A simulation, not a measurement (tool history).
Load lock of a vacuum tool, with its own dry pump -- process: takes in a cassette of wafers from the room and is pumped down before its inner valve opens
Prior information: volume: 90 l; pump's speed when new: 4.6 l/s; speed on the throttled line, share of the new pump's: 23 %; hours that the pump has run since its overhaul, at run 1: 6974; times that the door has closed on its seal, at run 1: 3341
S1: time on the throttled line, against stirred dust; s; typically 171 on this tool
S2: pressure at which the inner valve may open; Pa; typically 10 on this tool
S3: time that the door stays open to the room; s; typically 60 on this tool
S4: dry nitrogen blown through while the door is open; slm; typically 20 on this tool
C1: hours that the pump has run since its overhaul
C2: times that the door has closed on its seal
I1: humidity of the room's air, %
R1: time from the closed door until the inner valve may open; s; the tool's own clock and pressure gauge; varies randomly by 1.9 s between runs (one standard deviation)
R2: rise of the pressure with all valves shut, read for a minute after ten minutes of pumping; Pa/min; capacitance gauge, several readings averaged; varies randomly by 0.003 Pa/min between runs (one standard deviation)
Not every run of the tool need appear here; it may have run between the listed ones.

run,day,S1,S2,S3,S4,C1,C2,I1,R1,R2
1,0.000,171,10,60,20,6974,3341,45.2,326.7,0.035
2,8.608,171,8,60,20,7181,3968,46.0,333.6,0.027
3,13.317,171,8,60,20,7294,4311,44.5,331.7,0.034
4,20.021,171,8,60,20,7455,4799,45.0,334.9,0.035
5,26.667,171,8,60,20,7614,5283,43.7,332.6,0.047
6,38.062,171,8,60,20,7888,6113,51.0,331.9,0.047
7,49.012,171,10,60,10,8150,6910,40.0,329.0,0.058
8,56.117,171,10,60,10,8321,7427,44.7,329.0,0.067
9,65.604,171,10,60,20,8549,8118,45.8,327.5,0.063
10,72.308,171,10,60,20,8709,8606,45.2,328.1,0.065
11,77.550,171,10,60,20,8835,8988,43.0,326.9,0.071
12,85.979,171,10,60,20,9038,9602,44.0,329.1,0.074
13,93.396,171,18,60,20,9216,10142,44.3,319.5,0.083
14,101.721,171,18,60,40,9415,10748,47.6,317.0,0.085
15,112.133,171,18,60,40,9665,11506,43.7,317.9,0.091
16,119.758,171,18,60,40,9848,12061,42.4,316.8,0.096
17,131.133,171,10,77,20,10121,12889,44.2,330.3,0.122
18,141.242,171,9,77,20,10364,13625,45.0,337.3,0.122
19,148.783,272,8,60,5,10545,14175,48.0,412.3,0.137
20,154.875,171,11,60,20,10691,14618,45.3,331.2,0.124
21,163.600,95,11,60,7,10900,15253,46.4,279.5,0.146
22,170.312,177,17,76,41,11062,15742,44.6,325.3,0.141
23,179.283,177,17,76,41,11277,16395,42.5,326.6,0.153
24,188.021,177,17,76,41,11487,17031,42.3,326.0,0.160
25,199.112,177,17,76,41,11753,17839,45.7,328.2,0.173
26,208.750,91,16,60,20,11984,18541,47.7,264.5,0.180
27,219.800,91,16,60,28,12249,19346,45.2,265.6,0.196
28,229.762,171,10,60,30,12488,20071,49.0,336.5,0.198
29,236.675,171,18,60,4,12654,20574,47.3,325.6,0.220
30,245.054,308,15,150,7,12855,21184,47.4,430.6,0.238
31,251.367,171,8,60,9,13007,21644,46.0,343.3,0.230
32,259.638,171,8,60,9,13205,22246,42.0,342.9,0.243
33,267.929,171,13,60,9,13404,22850,45.6,330.0,0.243
34,272.646,171,13,60,9,13518,23193,46.6,324.8,0.262
35,283.700,171,13,60,9,13783,23998,48.0,333.0,0.270
36,289.600,188,10,60,9,13925,24428,42.4,352.6,0.275

4 options for the next run, each taken on its own from the tool as it stands now. Forecast them:
A,297.929,171,7,32,44,14124,25034,45.7,?,?
B,297.929,135,13,25,9,14124,25034,41.3,?,?
C,297.929,113,10,60,35,14124,25034,43.2,?,?
D,297.929,342,10,60,25,14124,25034,46.1,?,?

run,R1,R2
A,349.1,0.273
B,305.3,0.280
C,296.3,0.272
D,461.8,0.283
With no hidden state in the tool, these same runs would have given:
run,R1,R2
A,322.5,0.013
B,279.7,0.017
C,268.8,0.011
D,443.5,0.020

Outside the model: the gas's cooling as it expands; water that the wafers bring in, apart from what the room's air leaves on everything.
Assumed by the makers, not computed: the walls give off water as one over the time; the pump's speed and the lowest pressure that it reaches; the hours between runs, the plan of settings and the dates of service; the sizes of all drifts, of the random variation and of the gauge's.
